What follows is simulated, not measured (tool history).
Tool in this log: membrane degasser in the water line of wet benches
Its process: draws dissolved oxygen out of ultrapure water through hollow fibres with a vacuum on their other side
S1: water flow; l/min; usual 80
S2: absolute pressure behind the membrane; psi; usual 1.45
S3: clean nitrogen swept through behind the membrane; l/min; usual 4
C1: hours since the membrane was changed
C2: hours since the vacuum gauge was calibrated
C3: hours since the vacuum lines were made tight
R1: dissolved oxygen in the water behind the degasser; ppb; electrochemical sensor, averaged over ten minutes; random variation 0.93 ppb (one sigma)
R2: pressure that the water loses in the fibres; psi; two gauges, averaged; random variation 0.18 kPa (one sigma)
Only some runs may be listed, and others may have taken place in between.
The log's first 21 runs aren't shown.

Run 22, hour 3480.5: usual settings but S2 1.8 psi, S3 6.95 l/min; C1 10261; C2 149; C3 9991. Result: R1 245.1 ppb, R2 4.425 psi.
Run 23, hour 3581.8: usual settings but S2 1.8 psi, S3 6.35 l/min; C1 10362; C2 250; C3 10092. Result: R1 266 ppb, R2 4.457 psi.
Run 24, hour 3736.7: usual settings but S2 1.8 psi, S3 6.35 l/min; C1 10517; C2 405; C3 10247. Result: R1 264.8 ppb, R2 4.432 psi.
Run 25, hour 3963.3: usual settings but S2 3.39 psi, S3 6.35 l/min; C1 10743; C2 632; C3 10474. Result: R1 559.2 ppb, R2 4.508 psi.
Run 26, hour 4124: usual settings but S1 112 l/min, S2 1.38 psi, S3 9.9 l/min; C1 10904; C2 792; C3 10635. Result: R1 179 ppb, R2 6.184 psi.
Run 27, hour 4308: usual settings but S1 89 l/min, S2 2.77 psi, S3 9.63 l/min; C1 11088; C2 976; C3 10819. Result: R1 340.9 ppb, R2 4.898 psi.
Run 28, hour 4510.9: usual settings but S1 89 l/min, S2 2.19 psi, S3 5.99 l/min; C1 11291; C2 1179; C3 11021. Result: R1 394.2 ppb, R2 4.886 psi.
Run 29, hour 4691.1: usual settings but S1 89 l/min, S2 2.19 psi, S3 5.99 l/min; C1 11471; C2 1359; C3 11202. Result: R1 395.8 ppb, R2 4.939 psi.

Run 30 has not been measured yet. What should we expect?
Run 30, hour 4798: usual settings but S3 7.76 l/min; C1 11578; C2 1466; C3 11309. Result: R1 ?, R2 ?.

R1: 165.6 ppb
R2: 4.472 psi
On a tool with no hidden condition, and with the same random variation, this run would have come out at R1 165.6 ppb, R2 4.467 psi.
